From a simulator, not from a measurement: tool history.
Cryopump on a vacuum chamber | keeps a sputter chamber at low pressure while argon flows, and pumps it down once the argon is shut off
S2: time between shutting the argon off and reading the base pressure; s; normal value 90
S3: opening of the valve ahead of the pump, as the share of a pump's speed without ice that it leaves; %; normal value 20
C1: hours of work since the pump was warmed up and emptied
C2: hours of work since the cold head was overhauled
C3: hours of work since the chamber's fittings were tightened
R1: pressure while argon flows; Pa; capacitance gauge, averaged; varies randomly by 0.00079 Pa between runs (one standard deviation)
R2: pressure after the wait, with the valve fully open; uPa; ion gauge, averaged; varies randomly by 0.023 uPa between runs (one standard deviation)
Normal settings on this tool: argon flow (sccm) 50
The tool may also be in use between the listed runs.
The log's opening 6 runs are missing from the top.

run 7 hour=73 | argon_flow_(sccm)=50 S2=90 S3=20 | C1=201 C2=201 C3=660 | R1=0.1874 R2=1.21
run 8 hour=82.4 | argon_flow_(sccm)=50 S2=90 S3=20 | C1=206 C2=206 C3=665 | R1=0.1867 R2=1.2
run 9 hour=97.7 | argon_flow_(sccm)=50 S2=90 S3=20 | C1=214 C2=214 C3=673 | R1=0.1879 R2=1.21
run 10 hour=104.3 | argon_flow_(sccm)=50 S2=90 S3=34 | C1=218 C2=218 C3=677 | R1=0.114 R2=1.22
run 11 hour=119 | argon_flow_(sccm)=50 S2=90 S3=34 | C1=226 C2=226 C3=685 | R1=0.1127 R2=1.21
run 12 hour=128.1 | argon_flow_(sccm)=50 S2=90 S3=34 | C1=231 C2=231 C3=689 | R1=0.1128 R2=1.2
run 13 hour=137.2 | argon_flow_(sccm)=50 S2=90 S3=34 | C1=235 C2=235 C3=694 | R1=0.1129 R2=1.26
run 14 hour=147.8 | argon_flow_(sccm)=50 S2=90 S3=20 | C1=241 C2=241 C3=700 | R1=0.1894 R2=1.22
run 15 hour=157.3 | argon_flow_(sccm)=50 S2=90 S3=20 | C1=246 C2=246 C3=705 | R1=0.1886 R2=1.26
run 16 hour=170 | argon_flow_(sccm)=50 S2=52 S3=20 | C1=253 C2=253 C3=712 | R1=0.1891 R2=1.67
run 17 hour=178.7 | argon_flow_(sccm)=50 S2=52 S3=20 | C1=257 C2=257 C3=716 | R1=0.1868 R2=1.63
run 18 hour=186 | argon_flow_(sccm)=50 S2=23 S3=20 | C1=261 C2=261 C3=720 | R1=0.1886 R2=3.01
run 19 hour=199.6 | argon_flow_(sccm)=50 S2=33 S3=24 | C1=268 C2=268 C3=727 | R1=0.1578 R2=2.31
run 20 hour=214.1 | argon_flow_(sccm)=50 S2=33 S3=24 | C1=276 C2=276 C3=735 | R1=0.1597 R2=2.32
run 21 hour=222.5 | argon_flow_(sccm)=34 S2=90 S3=33 | C1=280 C2=280 C3=739 | R1=0.0805 R2=1.27
run 22 hour=232.9 | argon_flow_(sccm)=39 S2=90 S3=49 | C1=286 C2=286 C3=745 | R1=0.0635 R2=1.28
run 23 hour=247.4 | argon_flow_(sccm)=39 S2=90 S3=49 | C1=294 C2=294 C3=753 | R1=0.064 R2=1.34
run 24 hour=259.4 | argon_flow_(sccm)=50 S2=44 S3=51 | C1=300 C2=300 C3=759 | R1=0.0802 R2=1.94
run 25 hour=272.1 | argon_flow_(sccm)=50 S2=44 S3=51 | C1=307 C2=307 C3=766 | R1=0.0799 R2=1.96
run 26 hour=279.6 | argon_flow_(sccm)=50 S2=44 S3=51 | C1=311 C2=311 C3=770 | R1=0.0795 R2=1.91
run 27 hour=295 | argon_flow_(sccm)=50 S2=56 S3=23 | C1=319 C2=319 C3=778 | R1=0.1673 R2=1.67
run 28 hour=310.1 | argon_flow_(sccm)=25 S2=90 S3=20 | C1=327 C2=327 C3=786 | R1=0.0951 R2=1.32
run 29 hour=322.9 | argon_flow_(sccm)=25 S2=90 S3=20 | C1=334 C2=334 C3=793 | R1=0.0946 R2=1.36
run 30 hour=336.9 | argon_flow_(sccm)=34 S2=90 S3=53 | C1=341 C2=341 C3=800 | R1=0.0524 R2=1.4
run 31 hour=345.3 | argon_flow_(sccm)=27 S2=45 S3=35 | C1=345 C2=345 C3=804 | R1=0.0618 R2=1.98

Branching from run 31: 3 alternative next runs. What would each branch give?
run A hour=361.1 | argon_flow_(sccm)=27 S2=45 S3=33 | C1=354 C2=354 C3=813 | R1=? R2=?
run B hour=361.1 | argon_flow_(sccm)=50 S2=279 S3=20 | C1=354 C2=354 C3=813 | R1=? R2=?
run C hour=361.1 | argon_flow_(sccm)=27 S2=25 S3=17 | C1=354 C2=354 C3=813 | R1=? R2=?

run=A R1=0.0644 R2=1.99
run=B R1=0.1929 R2=0.97
run=C R1=0.1209 R2=2.92
Stripped of hidden state, with their random variation kept, the same runs would have yielded:
run=A R1=0.0592 R2=1.32
run=B R1=0.1833 R2=0.32
run=C R1=0.1157 R2=2.26
